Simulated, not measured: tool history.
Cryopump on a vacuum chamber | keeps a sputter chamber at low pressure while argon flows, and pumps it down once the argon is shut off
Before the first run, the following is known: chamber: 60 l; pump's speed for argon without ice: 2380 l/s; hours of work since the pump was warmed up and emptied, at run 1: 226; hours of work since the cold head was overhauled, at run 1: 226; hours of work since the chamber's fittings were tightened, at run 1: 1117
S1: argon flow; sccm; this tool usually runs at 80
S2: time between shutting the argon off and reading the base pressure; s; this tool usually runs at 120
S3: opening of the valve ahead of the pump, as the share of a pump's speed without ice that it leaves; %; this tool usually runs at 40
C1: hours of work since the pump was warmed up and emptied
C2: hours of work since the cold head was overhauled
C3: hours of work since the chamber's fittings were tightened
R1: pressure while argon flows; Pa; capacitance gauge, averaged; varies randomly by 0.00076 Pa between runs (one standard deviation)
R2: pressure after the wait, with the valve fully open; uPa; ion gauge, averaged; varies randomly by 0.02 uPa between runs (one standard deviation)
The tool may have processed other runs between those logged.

Run 1, day 0: usual settings; C1 226; C2 226; C3 1117. Result: R1 0.1506 Pa, R2 1.08 uPa.
Run 2, day 0.729: usual settings; C1 236; C2 236; C3 1127. Result: R1 0.1501 Pa, R2 1.05 uPa.
Run 3, day 1.854: usual settings; C1 251; C2 251; C3 1142. Result: R1 0.1521 Pa, R2 1.09 uPa.
Run 4, day 2.7: usual settings; C1 262; C2 262; C3 1153. Result: R1 0.1508 Pa, R2 1.13 uPa.
Run 5, day 3.629: usual settings; C1 275; C2 275; C3 1165. Result: R1 0.1508 Pa, R2 1.16 uPa.
Run 6, day 4.338: usual settings; C1 284; C2 284; C3 1175. Result: R1 0.1531 Pa, R2 1.13 uPa.
Run 7, day 4.921: usual settings; C1 292; C2 292; C3 1183. Result: R1 0.1524 Pa, R2 1.16 uPa.
Run 8, day 5.779: usual settings; C1 304; C2 304; C3 1194. Result: R1 0.1538 Pa, R2 1.19 uPa.
Run 9, day 6.508: usual settings; C1 313; C2 313; C3 1204. Result: R1 0.1543 Pa, R2 1.16 uPa.
Run 10, day 7.338: usual settings; C1 325; C2 325; C3 1215. Result: R1 0.1538 Pa, R2 1.25 uPa.
Run 11, day 7.879: usual settings but S3 19 %; C1 332; C2 332; C3 1222. Result: R1 0.3117 Pa, R2 1.21 uPa.
Run 12, day 8.592: usual settings but S3 19 %; C1 341; C2 341; C3 1232. Result: R1 0.3112 Pa, R2 1.23 uPa.
Run 13, day 9.738: usual settings but S3 44 %; C1 357; C2 357; C3 1247. Result: R1 0.1415 Pa, R2 1.24 uPa.
Run 14, day 10.2: usual settings; C1 363; C2 363; C3 1253. Result: R1 0.1571 Pa, R2 1.24 uPa.
Run 15, day 10.912: usual settings; C1 372; C2 372; C3 1263. Result: R1 0.1553 Pa, R2 1.3 uPa.
Run 16, day 11.583: usual settings; C1 381; C2 381; C3 1272. Result: R1 0.1569 Pa, R2 1.27 uPa.
Run 17, day 12.7: usual settings; C1 396; C2 396; C3 1287. Result: R1 0.157 Pa, R2 1.31 uPa.
Run 18, day 13.488: usual settings; C1 407; C2 407; C3 1298. Result: R1 0.159 Pa, R2 1.27 uPa.
Run 19, day 14.279: usual settings but S2 69 s, S3 18 %; C1 417; C2 417; C3 1308. Result: R1 0.3332 Pa, R2 1.43 uPa.
Run 20, day 14.8: usual settings but S2 69 s, S3 18 %; C1 424; C2 424; C3 1315. Result: R1 0.334 Pa, R2 1.47 uPa.
Run 21, day 15.862: usual settings but S1 72 sccm, S2 69 s, S3 15 %; C1 439; C2 439; C3 1329. Result: R1 0.3547 Pa, R2 1.45 uPa.
Run 22, day 16.821: usual settings but S1 72 sccm, S2 69 s, S3 15 %; C1 452; C2 452; C3 1342. Result: R1 0.3581 Pa, R2 1.51 uPa.
Run 23, day 17.942: usual settings but S1 122 sccm, S2 224 s, S3 43 %; C1 467; C2 467; C3 1357. Result: R1 0.2292 Pa, R2 1.33 uPa.
At day 18.696: pump warmed up, emptied and cooled again.
Run 24, day 19.083: usual settings but S1 122 sccm, S2 224 s, S3 43 %; C1 5; C2 479; C3 1370. Result: R1 0.2049 Pa, R2 1.07 uPa.
Run 25, day 19.804: usual settings but S2 23 s; C1 15; C2 489; C3 1379. Result: R1 0.1433 Pa, R2 1.81 uPa.
Run 26, day 20.917: usual settings but S1 88 sccm, S2 22 s, S3 24 %; C1 30; C2 504; C3 1394. Result: R1 0.2613 Pa, R2 1.83 uPa.
Run 27, day 21.542: usual settings but S1 101 sccm, S2 22 s, S3 28 %; C1 38; C2 512; C3 1403. Result: R1 0.2594 Pa, R2 1.86 uPa.
Run 28, day 22.046: usual settings but S1 123 sccm; C1 45; C2 519; C3 1409. Result: R1 0.2207 Pa, R2 1.15 uPa.
Run 29, day 23.183: usual settings but S1 123 sccm; C1 60; C2 534; C3 1425. Result: R1 0.2203 Pa, R2 1.15 uPa.
At day 23.675: leaking fittings of the chamber tightened, without venting.
Run 30, day 23.896: usual settings but S1 48 sccm, S2 235 s, S3 25 %; C1 69; C2 542; C3 3. Result: R1 0.1375 Pa, R2 0.24 uPa.
Run 31, day 24.362: usual settings but S1 156 sccm, S2 24 s, S3 50 %; C1 75; C2 549; C3 9. Result: R1 0.2268 Pa, R2 0.98 uPa.
Run 32, day 25.004: usual settings but S1 156 sccm, S2 24 s, S3 50 %; C1 83; C2 557; C3 18. Result: R1 0.2278 Pa, R2 0.92 uPa.
Run 33, day 25.688: usual settings but S1 156 sccm, S2 20 s, S3 50 %; C1 93; C2 566; C3 27. Result: R1 0.2296 Pa, R2 1.09 uPa.
Run 34, day 26.7: usual settings but S1 156 sccm, S2 20 s, S3 50 %; C1 106; C2 580; C3 41. Result: R1 0.2282 Pa, R2 1.18 uPa.

Consider 4 possible next runs. They are alternatives, not a sequence: every one starts from the tool as it was left by run 34. What does each give?
Run A, day 27.633: usual settings but S1 154 sccm, S2 78 s, S3 36 %; C1 119; C2 592; C3 53. Result: R1 ?, R2 ?.
Run B, day 27.633: usual settings but S1 32 sccm, S2 105 s, S3 29 %; C1 119; C2 592; C3 53. Result: R1 ?, R2 ?.
Run C, day 27.633: usual settings but S1 156 sccm, S2 183 s, S3 50 %; C1 119; C2 592; C3 53. Result: R1 ?, R2 ?.
Run D, day 27.633: usual settings but S2 21 s; C1 119; C2 592; C3 53. Result: R1 ?, R2 ?.

run      R1    R2
  A  0.3137  0.47
  B  0.0803  0.38
  C  0.2302   0.3
  D  0.1463  1.07
Take away the tool's hidden state, keep each run's random variation, and the runs would have read:
run      R1    R2
  A  0.3048  0.39
  B  0.0784   0.3
  C  0.2212  0.22
  D  0.1417  0.99
